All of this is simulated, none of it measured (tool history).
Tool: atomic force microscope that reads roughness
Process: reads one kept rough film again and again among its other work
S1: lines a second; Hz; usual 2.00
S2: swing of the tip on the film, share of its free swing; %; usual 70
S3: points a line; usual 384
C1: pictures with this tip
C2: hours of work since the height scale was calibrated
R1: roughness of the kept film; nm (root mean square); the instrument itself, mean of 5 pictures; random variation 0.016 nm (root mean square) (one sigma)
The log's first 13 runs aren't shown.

run   hour    S1  S2   S3   C1    C2     R1
 14  290.2  0.67  70  384  287   941  3.111
     300.0  -- new tip fitted
 15  304.7  0.67  70  447   13   953  4.079
 16  323.7  0.67  70  447   65   968  3.882
 17  343.9  2.00  70  617  120   984  3.378
 18  365.5  2.00  70  384  179  1001  3.169
 19  390.1  2.00  70  384  247  1021  2.931
 20  410.7  2.97  70  749  303  1037  2.664
     414.9  -- new tip fitted
 21  430.2  2.00  75  311   42  1052  3.531
 22  460.3  2.00  75  311  124  1076  3.246
 23  490.6  2.00  77  257  207  1100  2.938
 24  514.3  0.95  67  963  272  1119  3.140
     529.0  -- new tip fitted
 25  532.8  0.95  61  402   11  1134  4.109
 26  546.9  0.56  61  402   49  1145  3.998
 27  570.4  2.61  70  384  114  1164  3.281
 28  600.7  2.61  70  384  197  1188  2.983
 29  623.9  0.93  70  384  260  1206  3.109
 30  636.5  0.93  70  384  295  1216  3.009
     642.9  -- new tip fitted
 31  656.3  1.68  60  927   37  1232  3.887
 32  682.4  2.63  57  927  108  1253  3.589
 33  711.5  2.00  90  384  188  1276  2.646
 34  741.6  2.00  90  384  270  1300  2.440
     757.0  -- new tip fitted
 35  771.2  2.00  90  384   39  1323  3.085
 36  798.3  2.00  90  384  113  1345  2.861
 37  821.9  2.00  60  384  178  1364  3.347
 38  841.9  2.00  60  384  233  1379  3.189

5 ways to go on from here, each from the tool as it stands after run 38. What would each give?
  A  869.4  3.44  60  384  308  1401   ?
  B  869.4  2.00  65  826  308  1401   ?
  C  869.4  3.34  71  642  308  1401   ?
  D  869.4  2.03  77  468  308  1401   ?
  E  869.4  1.76  64  318  308  1401   ?

run     R1
  A  2.817
  B  2.887
  C  2.607
  D  2.675
  E  2.931
Without the tool's hidden state the same runs would have given:
run     R1
  A  3.914
  B  4.008
  C  3.620
  D  3.712
  E  4.066
